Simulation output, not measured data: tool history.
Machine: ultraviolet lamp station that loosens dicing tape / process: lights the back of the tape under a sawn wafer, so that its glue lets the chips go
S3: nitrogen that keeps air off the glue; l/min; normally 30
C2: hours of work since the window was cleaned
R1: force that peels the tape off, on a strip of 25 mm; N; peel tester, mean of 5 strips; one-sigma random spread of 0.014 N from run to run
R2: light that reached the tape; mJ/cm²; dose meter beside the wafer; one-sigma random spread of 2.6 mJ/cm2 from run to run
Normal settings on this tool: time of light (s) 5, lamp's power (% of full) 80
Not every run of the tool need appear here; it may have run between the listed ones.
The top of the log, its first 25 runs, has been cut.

Run 26, day 33.183: usual settings but lamp's power (% of full) 76; hours of work of the lamp 393; C2 20. Result: R1 0.982 N, R2 240 mJ/cm².
Run 27, day 34.112: usual settings but time of light (s) 3, lamp's power (% of full) 76, S3 45 l/min; hours of work of the lamp 404; C2 31. Result: R1 1.829 N, R2 145 mJ/cm².
Run 28, day 35.625: usual settings but time of light (s) 3, lamp's power (% of full) 76, S3 45 l/min; hours of work of the lamp 424; C2 51. Result: R1 1.708 N, R2 146 mJ/cm².
Run 29, day 36.496: usual settings but time of light (s) 2, lamp's power (% of full) 81, S3 52 l/min; hours of work of the lamp 434; C2 61. Result: R1 2.352 N, R2 99 mJ/cm².
Run 30, day 37.342: usual settings but time of light (s) 2, lamp's power (% of full) 81, S3 52 l/min; hours of work of the lamp 445; C2 72. Result: R1 2.232 N, R2 100 mJ/cm².
Run 31, day 38.350: usual settings but time of light (s) 10, lamp's power (% of full) 94, S3 24 l/min; hours of work of the lamp 458; C2 85. Result: R1 0.324 N, R2 569 mJ/cm².
Run 32, day 39.846: usual settings but time of light (s) 6, lamp's power (% of full) 83, S3 43 l/min; hours of work of the lamp 477; C2 104. Result: R1 0.715 N, R2 298 mJ/cm².
Run 33, day 41.396: usual settings but time of light (s) 6, lamp's power (% of full) 83, S3 43 l/min; hours of work of the lamp 496; C2 123. Result: R1 0.716 N, R2 289 mJ/cm².
Run 34, day 42.979: usual settings but time of light (s) 8, S3 20 l/min; hours of work of the lamp 516; C2 143. Result: R1 0.667 N, R2 364 mJ/cm².
Run 35, day 43.738: usual settings but time of light (s) 8, lamp's power (% of full) 82, S3 26 l/min; hours of work of the lamp 526; C2 152. Result: R1 0.586 N, R2 373 mJ/cm².
Run 36, day 44.721: usual settings but lamp's power (% of full) 61; hours of work of the lamp 538; C2 165. Result: R1 1.551 N, R2 167 mJ/cm².
Run 37, day 46.054: usual settings but time of light (s) 9, lamp's power (% of full) 72, S3 26 l/min; hours of work of the lamp 555; C2 182. Result: R1 0.631 N, R2 354 mJ/cm².
Run 38, day 47.050: usual settings but time of light (s) 9, lamp's power (% of full) 72, S3 26 l/min; hours of work of the lamp 567; C2 194. Result: R1 0.652 N, R2 349 mJ/cm².
Run 39, day 48.479: usual settings but time of light (s) 9, lamp's power (% of full) 72, S3 26 l/min; hours of work of the lamp 585; C2 212. Result: R1 0.664 N, R2 343 mJ/cm².
Run 40, day 49.654: usual settings but time of light (s) 7, lamp's power (% of full) 72, S3 22 l/min; hours of work of the lamp 600; C2 227. Result: R1 1.047 N, R2 265 mJ/cm².
Run 41, day 51.517: usual settings but time of light (s) 2, lamp's power (% of full) 70, S3 34 l/min; hours of work of the lamp 623; C2 250. Result: R1 2.921 N, R2 73 mJ/cm².
Run 42, day 52.571: usual settings but time of light (s) 2, lamp's power (% of full) 77, S3 40 l/min; hours of work of the lamp 637; C2 264. Result: R1 2.736 N, R2 74 mJ/cm².

Forecast each of these 4 alternatives for the next run:
Run A, day 54.354: usual settings but lamp's power (% of full) 63, S3 21 l/min; hours of work of the lamp 659; C2 286. Result: R1 ?, R2 ?.
Run B, day 54.354: usual settings but time of light (s) 8, S3 32 l/min; hours of work of the lamp 659; C2 286. Result: R1 ?, R2 ?.
Run C, day 54.354: usual settings but lamp's power (% of full) 83; hours of work of the lamp 659; C2 286. Result: R1 ?, R2 ?.
Run D, day 54.354: usual settings but time of light (s) 2, lamp's power (% of full) 77, S3 22 l/min; hours of work of the lamp 659; C2 286. Result: R1 ?, R2 ?.

run     R1   R2
  A  1.905  155
  B  0.709  311
  C  1.312  202
  D  2.894   73
Without the tool's unlogged condition, the same runs would have read:
run     R1   R2
  A  1.066  264
  B  0.318  532
  C  0.623  345
  D  2.124  126
